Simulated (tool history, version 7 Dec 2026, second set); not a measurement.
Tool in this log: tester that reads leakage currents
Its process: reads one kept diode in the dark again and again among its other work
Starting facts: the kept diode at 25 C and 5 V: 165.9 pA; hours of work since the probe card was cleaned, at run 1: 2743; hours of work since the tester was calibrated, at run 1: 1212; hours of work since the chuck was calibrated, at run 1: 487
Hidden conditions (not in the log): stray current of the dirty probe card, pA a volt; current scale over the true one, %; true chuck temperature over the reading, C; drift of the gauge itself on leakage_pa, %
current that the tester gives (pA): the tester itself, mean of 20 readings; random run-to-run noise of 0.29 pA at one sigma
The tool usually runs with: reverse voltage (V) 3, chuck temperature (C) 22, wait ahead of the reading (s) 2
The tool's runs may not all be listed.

run   hour  reverse voltage (V)  chuck temperature (C)  wait ahead of the reading (s)  hours of work since the probe card was cleaned  hours of work since the tester was calibrated  hours of work since the chuck was calibrated  current that the tester gives (pA)
  1      0                    3                     22                              2                                            2743                                           1212                                           487                                93.7
  2   48.7                    3                     22                              2                                            2773                                           1241                                           517                               93.53
  3   69.4                    3                     22                              2                                            2785                                           1254                                           529                               93.48
  4  119.4                    3                     22                              2                                            2816                                           1284                                           559                               93.72
  5  142.6                    3                     22                              2                                            2830                                           1298                                           573                               93.99
  6  190.4                10.64                     22                              2                                            2858                                           1327                                           602                              196.85
  7  233.3                    3                     22                           1.13                                            2884                                           1353                                           628                                93.7
  8  273.4                    3                     50                              2                                            2909                                           1377                                           652                             1006.03
  9  310.9                    3                     50                              2                                            2931                                           1400                                           675                             1007.55
 10  339.4                    3                     22                           6.15                                            2948                                           1417                                           692                               93.07
 11  373.5                    3                     22                           6.15                                            2969                                           1437                                           713                               93.16
 12  401.9                    3                     22                           6.15                                            2986                                           1455                                           730                               93.18
 13  425.9                    3                     22                           7.15                                            3001                                           1469                                           745                               93.62
 14  456.4                    3                     22                           7.15                                            3019                                           1488                                           763                               93.45
 15  498.6                    3                     22                           7.15                                            3045                                           1513                                           788                               93.09
 16  530.1                 1.28                     22                           0.75                                            3064                                           1532                                           807                               57.22
 17  573.6                 1.28                     22                           0.75                                            3090                                           1558                                           834                               56.47
 18  602.1                 2.52                     32                           1.73                                            3107                                           1576                                           851                              207.07
 19  636.6                 2.52                     32                           1.73                                            3128                                           1596                                           872                              207.78
 20  667.4                 2.52                     32                           1.73                                            3147                                           1615                                           890                              207.12
 21  689.6                 2.52                     32                           1.73                                            3160                                           1628                                           904                              207.86
 22  714.9                 4.33                     32                           7.19                                            3175                                           1644                                           919                              283.85
 23  743.4                    3                     21                              2                                            3192                                           1661                                           936                               85.09
 24  784.6                    3                     29                           2.83                                            3217                                           1686                                           961                              176.02
 25  809.8                    3                     29                           2.83                                            3233                                           1701                                           976                              176.31
 26    860                 3.44                     50                            1.4                                            3263                                           1731                                          1007                             1085.18

Here are 5 independent what-if runs from the current tool condition. What would each one return?
  A  892.4                11.92                     50                            1.4                                            3282                                           1751                                          1026                                   ?
  B  892.4                 3.95                     36                            1.4                                            3282                                           1751                                          1026                                   ?
  C  892.4                 3.44                     50                           0.81                                            3282                                           1751                                          1026                                   ?
  D  892.4                 3.44                     50                           3.35                                            3282                                           1751                                          1026                                   ?
  E  892.4                    3                     30                           0.49                                            3282                                           1751                                          1026                                   ?

run  current that the tester gives (pA)
  A                             2265.25
  B                              379.59
  C                             1088.85
  D                             1089.76
  E                              194.26
What these runs would have given with no unlogged condition in the tool:
run  current that the tester gives (pA)
  A                              2269.8
  B                               380.4
  C                             1091.06
  D                             1091.97
  E                              194.68
